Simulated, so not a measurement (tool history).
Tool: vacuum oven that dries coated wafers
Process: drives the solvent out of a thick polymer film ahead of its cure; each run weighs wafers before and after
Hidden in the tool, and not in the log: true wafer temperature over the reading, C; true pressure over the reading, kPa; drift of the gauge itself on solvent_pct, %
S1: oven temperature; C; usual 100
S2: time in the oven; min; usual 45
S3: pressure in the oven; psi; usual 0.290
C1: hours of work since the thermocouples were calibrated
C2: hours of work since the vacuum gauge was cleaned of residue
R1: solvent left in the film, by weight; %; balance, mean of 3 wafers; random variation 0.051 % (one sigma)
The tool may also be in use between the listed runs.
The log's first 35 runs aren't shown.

{"run": 36, "hour": 1667.1, "S1": 104, "S2": 23, "S3": 0.29, "C1": 1453, "C2": 716, "R1": 5.1}
{"run": 37, "hour": 1699.1, "S1": 104, "S2": 32, "S3": 0.31, "C1": 1478, "C2": 741, "R1": 3.56}
{"run": 38, "hour": 1735.0, "S1": 100, "S2": 23, "S3": 0.561, "C1": 1505, "C2": 769, "R1": 7.19}
{"hour": 1770.2, "done": "oven's thermocouples calibrated"}
{"run": 39, "hour": 1770.9, "S1": 100, "S2": 23, "S3": 0.561, "C1": 1, "C2": 795, "R1": 7.04}
{"run": 40, "hour": 1829.3, "S1": 102, "S2": 40, "S3": 0.232, "C1": 46, "C2": 840, "R1": 2.7}
{"run": 41, "hour": 1886.4, "S1": 102, "S2": 52, "S3": 0.232, "C1": 90, "C2": 885, "R1": 2.09}
{"run": 42, "hour": 1945.9, "S1": 102, "S2": 31, "S3": 0.232, "C1": 136, "C2": 931, "R1": 3.81}
{"run": 43, "hour": 1981.9, "S1": 115, "S2": 36, "S3": 0.664, "C1": 164, "C2": 959, "R1": 2.66}

3 ways to go on from here, each from the tool as it stands after run 43. What would each give?
{"run": "A", "hour": 2030.6, "S1": 100, "S2": 39, "S3": 0.165, "C1": 202, "C2": 997, "R1": "?"}
{"run": "B", "hour": 2030.6, "S1": 105, "S2": 45, "S3": 0.29, "C1": 202, "C2": 997, "R1": "?"}
{"run": "C", "hour": 2030.6, "S1": 115, "S2": 30, "S3": 0.345, "C1": 202, "C2": 997, "R1": "?"}

run=A R1=2.88
run=B R1=2.18
run=C R1=2.11
Without the tool's hidden state the same runs would have given:
run=A R1=2.63
run=B R1=1.96
run=C R1=1.94
